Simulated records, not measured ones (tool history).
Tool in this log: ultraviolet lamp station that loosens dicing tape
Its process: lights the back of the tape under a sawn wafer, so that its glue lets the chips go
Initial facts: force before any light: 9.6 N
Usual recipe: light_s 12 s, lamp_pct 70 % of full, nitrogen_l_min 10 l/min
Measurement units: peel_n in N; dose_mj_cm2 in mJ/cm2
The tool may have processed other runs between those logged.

run,hour,light_s,lamp_pct,nitrogen_l_min,peel_n,dose_mj_cm2
1,0,12,70,10,0.271,393
2,50.4,12,79,10,0.208,432
3,101,12,70,10,0.277,379
4,180.5,12,70,6,0.548,370
5,247.6,12,70,10,0.333,366
6,291.4,12,70,10,0.334,360
7,334.1,12,70,10,0.345,354
8,412.9,12,70,10,0.362,351
9,481.6,12,70,10,0.393,344
10,542.7,12,70,10,0.404,336
11,630.4,12,70,10,0.432,332
12,679.1,12,70,10,0.446,331
13,727.2,12,70,10,0.481,316
14,767.8,12,70,10,0.51,317
15,846.6,12,70,10,0.519,308
16,887.6,12,70,10,0.41,337
17,966.1,12,70,10,0.418,331
18,1004.7,12,70,10,0.451,327
19,1045.7,12,70,10,0.442,321
20,1112.2,12,70,10,0.476,319
21,1168.2,12,84,10,0.307,370
22,1239.5,7,91,19,0.629,231
23,1303.6,7,66,10,1.97,165
24,1352.3,7,76,10,1.598,192
25,1390.2,7,76,10,1.578,181
26,1425.5,7,75,14,1.386,184
27,1503.9,7,75,14,1.418,180
28,1580.7,8,75,6,1.941,198
29,1668.5,11,62,20,0.578,238
30,1718.3,23,71,7,0.149,557
31,1774.7,19,73,3,0.643,466
32,1854.3,19,73,3,0.664,460
33,1894.6,12,67,10,0.772,264
34,1944.3,6,94,10,1.664,181
35,1991.3,6,85,16,0.577,250
36,2041.6,6,85,16,0.611,246
37,2098.8,6,85,16,0.609,245
38,2140.1,6,85,16,0.63,241
39,2225.2,6,85,16,0.678,239
40,2312.8,12,66,4,0.89,362
41,2357.4,12,66,4,0.899,354
42,2420.6,21,73,15,0.069,724

Withheld: 5 entries from between the runs. Position of each, and hidden state at the listed run before versus the listed run after:
Between runs 12 and 13: window cleaned of glue's vapour (hour 687.6)
  lamp's light, % of a new lamp's: 81.5 -> 80.9; light that the window lets through, % of a clean one's: 93.1 -> 91.2
  measured value less the no-hidden-state value, peel_n: +0.245 -> +0.275 N; dose_mj_cm2: -103 -> -113 mJ/cm2
Between runs 15 and 16: window cleaned of glue's vapour, once more (hour 887.6)
  lamp's light, % of a new lamp's: 79.2 -> 78.6; light that the window lets through, % of a clean one's: 90.2 -> 99.4
  measured value less the no-hidden-state value, peel_n: +0.323 -> +0.207 N; dose_mj_cm2: -123 -> -94 mJ/cm2
Between runs 28 and 29: window cleaned of glue's vapour (hour 1651.3)
  lamp's light, % of a new lamp's: 69 -> 67.7; light that the window lets through, % of a clean one's: 93.6 -> 99.7
  measured value less the no-hidden-state value, peel_n: +1.095 -> +0.388 N; dose_mj_cm2: -108 -> -114 mJ/cm2
Between runs 34 and 35: lamp changed (hour 1951.6)
  lamp's light, % of a new lamp's: 64 -> 98.8; light that the window lets through, % of a clean one's: 97.4 -> 97
  measured value less the no-hidden-state value, peel_n: +1.054 -> +0.062 N; dose_mj_cm2: -108 -> -11 mJ/cm2
Between runs 41 and 42: window cleaned of glue's vapour (hour 2414)
  lamp's light, % of a new lamp's: 93.7 -> 92.9; light that the window lets through, % of a clean one's: 93.8 -> 99.9
  measured value less the no-hidden-state value, peel_n: +0.238 -> +0.001 N; dose_mj_cm2: -49 -> -56 mJ/cm2
